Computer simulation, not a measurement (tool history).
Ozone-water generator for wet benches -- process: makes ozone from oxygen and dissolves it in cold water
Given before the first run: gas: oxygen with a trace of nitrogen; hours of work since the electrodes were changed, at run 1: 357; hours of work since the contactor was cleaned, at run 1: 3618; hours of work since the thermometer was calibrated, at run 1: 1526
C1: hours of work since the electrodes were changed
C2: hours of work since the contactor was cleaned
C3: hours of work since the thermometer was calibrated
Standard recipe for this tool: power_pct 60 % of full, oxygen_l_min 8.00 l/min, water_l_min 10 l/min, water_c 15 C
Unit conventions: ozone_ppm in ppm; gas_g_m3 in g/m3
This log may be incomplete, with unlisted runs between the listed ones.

Run 1, hour 0.0: usual settings; C1 357; C2 3618; C3 1526. Result: ozone_ppm 33.1 ppm, gas_g_m3 165.2 g/m3.
Run 2, hour 17.8: usual settings; C1 371; C2 3632; C3 1540. Result: ozone_ppm 33.1 ppm, gas_g_m3 164.5 g/m3.
Run 3, hour 33.9: usual settings; C1 384; C2 3645; C3 1553. Result: ozone_ppm 32.9 ppm, gas_g_m3 165.2 g/m3.
Run 4, hour 52.7: usual settings; C1 399; C2 3659; C3 1568. Result: ozone_ppm 32.8 ppm, gas_g_m3 165.6 g/m3.
Run 5, hour 72.1: usual settings; C1 414; C2 3674; C3 1583. Result: ozone_ppm 33.0 ppm, gas_g_m3 167.4 g/m3.
Run 6, hour 110.4: usual settings; C1 444; C2 3705; C3 1613. Result: ozone_ppm 33.1 ppm, gas_g_m3 166.0 g/m3.
Run 7, hour 141.8: usual settings but power_pct 67 % of full; C1 468; C2 3729; C3 1638. Result: ozone_ppm 36.3 ppm, gas_g_m3 183.6 g/m3.
Run 8, hour 173.6: usual settings but power_pct 67 % of full; C1 493; C2 3754; C3 1662. Result: ozone_ppm 36.3 ppm, gas_g_m3 181.3 g/m3.
Run 9, hour 206.7: usual settings but power_pct 67 % of full; C1 519; C2 3780; C3 1688. Result: ozone_ppm 36.7 ppm, gas_g_m3 181.5 g/m3.
Run 10, hour 230.3: usual settings but water_c 12 C; C1 538; C2 3798; C3 1707. Result: ozone_ppm 35.3 ppm, gas_g_m3 165.8 g/m3.
Run 11, hour 265.5: usual settings but water_c 12 C; C1 565; C2 3826; C3 1735. Result: ozone_ppm 35.5 ppm, gas_g_m3 165.5 g/m3.
Run 12, hour 287.1: usual settings but oxygen_l_min 6.66 l/min, water_c 12 C; C1 582; C2 3843; C3 1751. Result: ozone_ppm 36.1 ppm, gas_g_m3 181.7 g/m3.
Run 13, hour 321.2: usual settings but oxygen_l_min 6.66 l/min, water_c 12 C; C1 609; C2 3870; C3 1778. Result: ozone_ppm 35.9 ppm, gas_g_m3 180.6 g/m3.
Run 14, hour 357.9: usual settings but oxygen_l_min 6.66 l/min, water_l_min 9 l/min, water_c 12 C; C1 638; C2 3899; C3 1807. Result: ozone_ppm 37.6 ppm, gas_g_m3 180.4 g/m3.
Run 15, hour 375.8: usual settings but power_pct 45 % of full, oxygen_l_min 4.54 l/min, water_l_min 6 l/min, water_c 12 C; C1 652; C2 3912; C3 1821. Result: ozone_ppm 37.0 ppm, gas_g_m3 166.0 g/m3.
Run 16, hour 401.7: usual settings but power_pct 70 % of full, water_c 22 C; C1 672; C2 3933; C3 1841. Result: ozone_ppm 31.5 ppm, gas_g_m3 189.3 g/m3.
Run 17, hour 439.2: usual settings but power_pct 59 % of full, oxygen_l_min 13.77 l/min; C1 701; C2 3962; C3 1871. Result: ozone_ppm 29.0 ppm, gas_g_m3 124.5 g/m3.
Run 18, hour 468.9: usual settings but oxygen_l_min 4.20 l/min, water_l_min 12 l/min; C1 725; C2 3985; C3 1894. Result: ozone_ppm 31.5 ppm, gas_g_m3 220.8 g/m3.

Run 19 comes next. What will it give?
Run 19, hour 490.0: usual settings but oxygen_l_min 10.77 l/min, water_l_min 8 l/min, water_c 23 C; C1 741; C2 4002; C3 1911. Result: ozone_ppm ?, gas_g_m3 ?.

ozone_ppm: 27.5 ppm
gas_g_m3: 144.5 g/m3
Minus the tool's unlogged condition, the same run would have read ozone_ppm 28.7 ppm, gas_g_m3 147.2 g/m3.
